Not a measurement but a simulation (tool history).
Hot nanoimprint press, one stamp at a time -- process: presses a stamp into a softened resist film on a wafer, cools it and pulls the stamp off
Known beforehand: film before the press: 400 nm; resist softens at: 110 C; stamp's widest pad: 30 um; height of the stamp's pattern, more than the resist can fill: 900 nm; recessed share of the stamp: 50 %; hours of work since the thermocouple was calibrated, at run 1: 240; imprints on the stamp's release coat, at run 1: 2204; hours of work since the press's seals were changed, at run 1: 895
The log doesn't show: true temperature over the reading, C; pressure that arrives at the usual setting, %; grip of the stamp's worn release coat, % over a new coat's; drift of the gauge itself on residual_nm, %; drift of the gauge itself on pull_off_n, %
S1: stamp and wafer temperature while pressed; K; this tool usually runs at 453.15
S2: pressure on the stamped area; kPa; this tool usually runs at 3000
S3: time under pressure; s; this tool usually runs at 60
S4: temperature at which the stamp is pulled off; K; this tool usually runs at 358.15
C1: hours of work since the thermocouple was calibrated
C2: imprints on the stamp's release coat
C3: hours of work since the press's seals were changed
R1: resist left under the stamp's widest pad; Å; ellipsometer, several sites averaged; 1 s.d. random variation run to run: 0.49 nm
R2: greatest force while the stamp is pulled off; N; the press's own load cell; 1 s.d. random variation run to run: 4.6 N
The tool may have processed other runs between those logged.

run	hour	S1	S2	S3	S4	C1	C2	C3	R1	R2
1	0	453.15	3000	60	358.15	240	2204	895	1526	276
2	36.3	453.15	3000	60	358.15	260	2352	915	1526	289
# hour 60.6: stamp cleaned and given a new release coat
3	79.7	453.15	1910	60	358.15	281	77	936	1844	218
4	117.5	453.15	1910	60	358.15	303	230	958	1842	224
5	187.8	453.15	3000	60	358.15	342	516	997	1514	228
# hour 201.3: plate thermocouple calibrated
6	255.2	453.15	3000	60	358.15	30	777	1034	1589	248
7	306.1	453.15	3000	60	358.15	59	983	1062	1583	255
8	376	442.15	3000	60	358.15	99	1266	1102	2269	265
9	427.7	442.15	3000	60	358.15	128	1476	1131	2248	268
# hour 439.2: press's hydraulic seals changed and the load cell set to zero
10	508.5	442.15	3000	60	358.15	169	1771	39	2185	282
11	555.3	453.15	3000	60	358.15	195	1961	66	1508	276
12	598.9	453.15	3000	60	358.15	220	2138	90	1502	287
13	651.5	453.15	3000	60	358.15	250	2351	120	1507	281
# hour 674.8: stamp cleaned and given a new release coat
14	730.2	453.15	3000	60	358.15	291	225	161	1492	236
15	786.5	453.15	3000	42	358.15	322	453	193	1721	232
# hour 840.4: plate thermocouple calibrated
16	860.5	463.15	2450	79	351.15	11	741	233	1098	287
17	904.3	453.15	4710	60	358.15	36	918	257	1254	252
18	947.8	453.15	4710	44	362.15	61	1095	282	1426	229
19	1019	444.15	2020	60	360.15	101	1383	322	2435	246
20	1060.6	444.15	2740	90	360.15	124	1552	346	1872	257
21	1113.8	451.15	3350	71	357.15	154	1768	376	1460	279
22	1176.1	447.15	3350	71	362.15	189	2020	411	1671	241
23	1244.4	453.15	3000	76	346.15	228	2297	449	1384	365
# hour 1281.7: stamp cleaned and given a new release coat
24	1309.6	463.15	2420	39	361.15	261	113	483	1444	213
25	1379.7	464.15	2420	61	361.15	301	398	522	1152	217
26	1429.2	453.15	3000	31	365.15	329	599	550	1939	199
# hour 1466.5: plate thermocouple calibrated
27	1498.4	453.15	3360	100	359.15	18	867	588	1205	238
28	1536.2	456.15	3000	60	356.15	39	1020	609	1417	267
29	1580.9	456.15	3000	60	356.15	65	1201	634	1410	267

What differs in the tool's unlogged condition from the final listed run ahead of each entry between runs to the first listed run following it?
After run 2, before run 3: stamp cleaned and given a new release coat (hour 60.6)
  true temperature over the reading, C: 1.15 -> 1.25; pressure that arrives at the usual setting, %: 95.64 -> 95.54; grip of the stamp's worn release coat, % over a new coat's: 24.7 -> 0.8
  the result without the hidden state subtracted from the measured one, R1: -28 -> -49 Å; R2: +50 -> -5 N
After run 5, before run 6: plate thermocouple calibrated (hour 201.3)
  true temperature over the reading, C: 1.51 -> 0.1; pressure that arrives at the usual setting, %: 95.24 -> 95.05; grip of the stamp's worn release coat, % over a new coat's: 5.3 -> 8
  the result without the hidden state subtracted from the measured one, R1: -43 -> +32 Å; R2: +4 -> +18 N
After run 9, before run 10: press's hydraulic seals changed and the load cell set to zero (hour 439.2)
  true temperature over the reading, C: 0.53 -> 0.71; pressure that arrives at the usual setting, %: 94.56 -> 99.77; grip of the stamp's worn release coat, % over a new coat's: 15.4 -> 18.5
  the result without the hidden state subtracted from the measured one, R1: +10 -> -48 Å; R2: +33 -> +40 N
After run 13, before run 14: stamp cleaned and given a new release coat (hour 674.8)
  true temperature over the reading, C: 1.06 -> 1.23; pressure that arrives at the usual setting, %: 99.33 -> 99.13; grip of the stamp's worn release coat, % over a new coat's: 24.7 -> 2.3
  the result without the hidden state subtracted from the measured one, R1: -50 -> -57 Å; R2: +50 -> -2 N
After run 15, before run 16: plate thermocouple calibrated (hour 840.4)
  true temperature over the reading, C: 1.38 -> -0.06; pressure that arrives at the usual setting, %: 98.96 -> 98.75; grip of the stamp's worn release coat, % over a new coat's: 4.7 -> 7.6
  the result without the hidden state subtracted from the measured one, R1: -69 -> +7 Å; R2: +3 -> +21 N
After run 23, before run 24: stamp cleaned and given a new release coat (hour 1281.7)
  true temperature over the reading, C: 0.94 -> 1.09; pressure that arrives at the usual setting, %: 97.59 -> 97.42; grip of the stamp's worn release coat, % over a new coat's: 24.1 -> 1.2
  the result without the hidden state subtracted from the measured one, R1: -30 -> -33 Å; R2: +66 -> -4 N
After run 26, before run 27: plate thermocouple calibrated (hour 1466.5)
  true temperature over the reading, C: 1.38 -> 0.14; pressure that arrives at the usual setting, %: 97.07 -> 96.88; grip of the stamp's worn release coat, % over a new coat's: 6.2 -> 9
  the result without the hidden state subtracted from the measured one, R1: -58 -> +15 Å; R2: +4 -> +19 N
